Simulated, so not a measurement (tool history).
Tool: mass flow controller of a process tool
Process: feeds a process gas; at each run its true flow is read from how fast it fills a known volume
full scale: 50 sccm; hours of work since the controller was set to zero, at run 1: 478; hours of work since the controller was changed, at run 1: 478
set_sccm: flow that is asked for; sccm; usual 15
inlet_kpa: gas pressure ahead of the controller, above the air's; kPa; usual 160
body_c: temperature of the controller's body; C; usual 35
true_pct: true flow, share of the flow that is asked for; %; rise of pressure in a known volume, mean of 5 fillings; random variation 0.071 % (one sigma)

| run | hour | set_sccm | inlet_kpa | body_c | hours of work since the controller was set to zero | hours of work since the controller was changed | true_pct |
|---|---|---|---|---|---|---|---|
| 1 | 0.0 | 15 | 160 | 35 | 478 | 478 | 99.58 |
| 2 | 402.3 | 15 | 160 | 35 | 666 | 666 | 99.50 |
| 3 | 799.4 | 15 | 160 | 35 | 852 | 852 | 99.46 |
| 4 | 1008.7 | 15 | 160 | 35 | 949 | 949 | 99.29 |
| 5 | 1218.0 | 15 | 160 | 35 | 1047 | 1047 | 99.25 |
| 6 | 1691.8 | 15 | 160 | 35 | 1269 | 1269 | 99.30 |
| 7 | 2192.5 | 15 | 230 | 35 | 1502 | 1502 | 99.26 |
| 8 | 2658.3 | 15 | 230 | 35 | 1720 | 1720 | 99.29 |
| 9 | 2919.3 | 15 | 160 | 35 | 1842 | 1842 | 99.02 |
| 10 | 3234.6 | 15 | 186 | 35 | 1989 | 1989 | 99.00 |
| 11 | 3604.4 | 15 | 186 | 35 | 2162 | 2162 | 98.91 |
| 12 | 4051.5 | 15 | 186 | 35 | 2371 | 2371 | 99.06 |
| 13 | 4516.4 | 15 | 253 | 35 | 2588 | 2588 | 99.05 |
| 14 | 5024.0 | 15 | 160 | 35 | 2825 | 2825 | 98.75 |
| 15 | 5425.9 | 15 | 160 | 33 | 3013 | 3013 | 98.59 |
| 16 | 5865.9 | 8 | 160 | 35 | 3218 | 3218 | 97.89 |
| 17 | 6214.1 | 5 | 160 | 35 | 3381 | 3381 | 96.98 |
| 18 | 6692.3 | 35 | 160 | 35 | 3604 | 3604 | 99.32 |
| 19 | 6920.7 | 15 | 160 | 35 | 3711 | 3711 | 98.45 |
| 20 | 7133.5 | 15 | 160 | 35 | 3810 | 3810 | 98.33 |
| 21 | 7618.3 | 15 | 160 | 35 | 4037 | 4037 | 98.44 |
| 22 | 7888.8 | 15 | 160 | 35 | 4163 | 4163 | 98.27 |
| 23 | 8334.9 | 15 | 160 | 24 | 4372 | 4372 | 97.41 |
| 24 | 8625.2 | 15 | 160 | 21 | 4507 | 4507 | 97.24 |
| 25 | 9048.3 | 6 | 181 | 36 | 4705 | 4705 | 96.73 |
| 26 | 9381.2 | 6 | 181 | 36 | 4860 | 4860 | 96.61 |
| 27 | 9719.4 | 9 | 193 | 35 | 5018 | 5018 | 97.47 |
| 28 | 10005.0 | 44 | 193 | 35 | 5152 | 5152 | 99.35 |
| 29 | 10434.4 | 44 | 193 | 35 | 5352 | 5352 | 99.38 |
| 30 | 10669.1 | 44 | 193 | 35 | 5462 | 5462 | 99.40 |
| 31 | 10925.8 | 14 | 249 | 35 | 5582 | 5582 | 97.88 |
| 32 | 11138.9 | 14 | 249 | 35 | 5681 | 5681 | 97.88 |
| 33 | 11391.8 | 14 | 249 | 35 | 5799 | 5799 | 97.73 |
| 34 | 11722.6 | 14 | 249 | 35 | 5954 | 5954 | 97.77 |
| 35 | 12003.1 | 15 | 246 | 35 | 6085 | 6085 | 97.91 |

Run 36 comes next. What will it give?
| 36 | 12368.9 | 15 | 246 | 35 | 6256 | 6256 | ? |

Run 36 gave true_pct 97.71 %.
Without the tool's hidden state the same run would have given true_pct 99.83 %.
